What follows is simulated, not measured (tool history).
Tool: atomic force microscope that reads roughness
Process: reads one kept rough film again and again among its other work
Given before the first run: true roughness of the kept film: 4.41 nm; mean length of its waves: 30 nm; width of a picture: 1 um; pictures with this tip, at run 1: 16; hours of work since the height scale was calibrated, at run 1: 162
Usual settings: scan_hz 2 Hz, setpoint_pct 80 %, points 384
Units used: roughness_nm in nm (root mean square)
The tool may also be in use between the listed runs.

run,day,scan_hz,setpoint_pct,points,pictures with this tip,hours of work since the height scale was calibrated,roughness_nm
1,0,2,80,384,16,162,3.41
2,0.596,2,64,384,27,168,3.673
3,1.45,2,80,384,44,177,3.4
4,2.05,2,80,384,56,183,3.405
5,2.792,2,80,384,70,191,3.41
6,3.283,2,80,384,79,196,3.413
7,3.721,2,80,384,88,200,3.43
8,4.392,2,80,384,101,207,3.426
9,4.838,2,80,384,110,212,3.407
10,5.562,2,80,384,124,219,3.386
11,6.054,2,80,384,133,225,3.403
12,6.404,2,70,384,140,228,3.592
13,6.771,2,70,805,147,232,3.592
14,7.433,3.08,70,439,160,239,3.466
15,7.888,1.7,55,422,169,244,3.751
# day 8.2: new tip fitted
16,8.667,1.7,55,422,9,251,3.756
17,9.162,2,85,780,19,257,3.327
18,9.804,2,85,780,31,263,3.305
19,10.429,2,74,746,44,270,3.539
20,10.925,2,75,699,53,275,3.512

Consider 3 possible next runs. They are alternatives, not a sequence: every one starts from the tool as it was left by run 20. What does each give?
A,11.333,0.58,60,899,61,279,?
B,11.333,2.33,75,699,61,279,?
C,11.333,2,75,424,61,279,?

run,roughness_nm
A,3.844
B,3.465
C,3.504
Without the tool's hidden state the same runs would have given:
run,roughness_nm
A,3.847
B,3.468
C,3.507
